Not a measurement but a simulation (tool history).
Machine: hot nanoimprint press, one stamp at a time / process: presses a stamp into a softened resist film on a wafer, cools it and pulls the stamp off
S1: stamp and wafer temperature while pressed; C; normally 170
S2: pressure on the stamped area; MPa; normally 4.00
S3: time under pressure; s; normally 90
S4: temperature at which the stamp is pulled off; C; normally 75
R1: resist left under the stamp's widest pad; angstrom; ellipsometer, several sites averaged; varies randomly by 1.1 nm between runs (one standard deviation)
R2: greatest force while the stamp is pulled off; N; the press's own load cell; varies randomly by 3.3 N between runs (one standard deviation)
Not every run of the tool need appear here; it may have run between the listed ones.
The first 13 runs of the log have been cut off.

{"run": 14, "day": 14.2, "S1": 170, "S2": 4.0, "S3": 90, "S4": 67, "R1": 1686, "R2": 203}
{"run": 15, "day": 14.938, "S1": 170, "S2": 4.0, "S3": 90, "S4": 67, "R1": 1709, "R2": 201}
{"run": 16, "day": 15.979, "S1": 170, "S2": 4.0, "S3": 90, "S4": 67, "R1": 1715, "R2": 205}
{"run": 17, "day": 16.658, "S1": 170, "S2": 2.48, "S3": 90, "S4": 68, "R1": 2072, "R2": 201}
{"run": 18, "day": 17.821, "S1": 170, "S2": 5.21, "S3": 90, "S4": 75, "R1": 1515, "R2": 190}
{"run": 19, "day": 19.0, "S1": 170, "S2": 5.21, "S3": 160, "S4": 72, "R1": 1213, "R2": 197}
{"run": 20, "day": 19.733, "S1": 170, "S2": 4.0, "S3": 131, "S4": 62, "R1": 1453, "R2": 232}
{"run": 21, "day": 21.108, "S1": 170, "S2": 4.0, "S3": 90, "S4": 73, "R1": 1643, "R2": 195}
{"run": 22, "day": 22.558, "S1": 167, "S2": 3.34, "S3": 64, "S4": 61, "R1": 2311, "R2": 230}
{"run": 23, "day": 23.579, "S1": 171, "S2": 4.78, "S3": 64, "S4": 81, "R1": 1638, "R2": 191}
{"run": 24, "day": 24.45, "S1": 162, "S2": 4.0, "S3": 90, "S4": 62, "R1": 2453, "R2": 234}
{"run": 25, "day": 25.596, "S1": 170, "S2": 4.0, "S3": 90, "S4": 71, "R1": 1647, "R2": 219}
{"run": 26, "day": 26.446, "S1": 170, "S2": 3.04, "S3": 90, "S4": 71, "R1": 1844, "R2": 204}
{"run": 27, "day": 27.121, "S1": 170, "S2": 3.04, "S3": 90, "S4": 71, "R1": 1829, "R2": 223}
{"run": 28, "day": 28.417, "S1": 170, "S2": 4.75, "S3": 90, "S4": 72, "R1": 1528, "R2": 220}
{"run": 29, "day": 29.421, "S1": 160, "S2": 4.02, "S3": 90, "S4": 63, "R1": 2657, "R2": 239}
{"run": 30, "day": 30.258, "S1": 160, "S2": 4.02, "S3": 166, "S4": 70, "R1": 2262, "R2": 224}

Predict each of these 3 candidate next runs independently; none follows another, all start after run 30:
{"run": "A", "day": 31.362, "S1": 161, "S2": 2.88, "S3": 166, "S4": 70, "R1": "?", "R2": "?"}
{"run": "B", "day": 31.362, "S1": 160, "S2": 4.02, "S3": 166, "S4": 70, "R1": "?", "R2": "?"}
{"run": "C", "day": 31.362, "S1": 172, "S2": 4.02, "S3": 166, "S4": 70, "R1": "?", "R2": "?"}

run=A R1=2393 R2=232
run=B R1=2251 R2=233
run=C R1=1138 R2=232
Without the tool's hidden state the same runs would have given:
run=A R1=2531 R2=168
run=B R1=2380 R2=170
run=C R1=1208 R2=169

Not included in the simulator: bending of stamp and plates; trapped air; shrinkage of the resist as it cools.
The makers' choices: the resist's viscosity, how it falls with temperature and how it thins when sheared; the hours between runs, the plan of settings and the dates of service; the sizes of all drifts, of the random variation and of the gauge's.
